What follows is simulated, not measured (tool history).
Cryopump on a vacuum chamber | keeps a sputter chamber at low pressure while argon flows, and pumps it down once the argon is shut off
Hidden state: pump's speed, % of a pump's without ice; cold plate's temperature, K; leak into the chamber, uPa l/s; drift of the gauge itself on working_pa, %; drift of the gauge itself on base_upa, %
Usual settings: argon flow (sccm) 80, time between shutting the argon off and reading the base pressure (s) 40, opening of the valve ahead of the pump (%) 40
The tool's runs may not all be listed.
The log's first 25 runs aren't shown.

run   hour  argon flow (sccm)  time between shutting the argon off and reading the base pressure (s)  opening of the valve ahead of the pump (%)  hours of work since the pump was warmed up and emptied  hours of work since the cold head was overhauled  hours of work since the chamber's fittings were tightened  pressure while argon flows (Pa)  pressure after the wait (uPa)
 26  651.4                 81                                                                     40                                          30                                                     457                                              1443                                                        444                           0.3971                           2.61
     683.2  -- pump warmed up, emptied and cooled again
 27  693.2                 81                                                                     39                                          30                                                       7                                              1469                                                        470                           0.3807                           2.64
 28  714.2                 35                                                                    200                                          48                                                      22                                              1484                                                        484                           0.1032                           0.78
 29  752.3                 53                                                                     98                                          25                                                      49                                              1510                                                        511                           0.3017                           1.27
 30  773.0                114                                                                    161                                          29                                                      63                                              1525                                                        526                           0.5573                           0.90
 31  790.1                 49                                                                     36                                          53                                                      75                                              1537                                                        538                           0.1330                           2.84
 32  809.4                 49                                                                    113                                          53                                                      89                                              1551                                                        551                           0.1318                           1.14
 33  830.6                 49                                                                    113                                          53                                                     104                                              1566                                                        566                           0.1328                           1.15

3 ways to go on from here, each from the tool as it stands after run 33. What would each give?
  A  863.7                 52                                                                    113                                          53                                                     127                                              1589                                                        590                                ?                              ?
  B  863.7                 49                                                                     94                                          17                                                     127                                              1589                                                        590                                ?                              ?
  C  863.7                 50                                                                     51                                          59                                                     127                                              1589                                                        590                                ?                              ?

run  pressure while argon flows (Pa)  pressure after the wait (uPa)
  A                           0.1408                           1.18
  B                           0.4077                           1.32
  C                           0.1229                           2.10
Without the tool's hidden state the same runs would have given:
run  pressure while argon flows (Pa)  pressure after the wait (uPa)
  A                           0.1369                           1.07
  B                           0.4040                           1.21
  C                           0.1191                           1.99
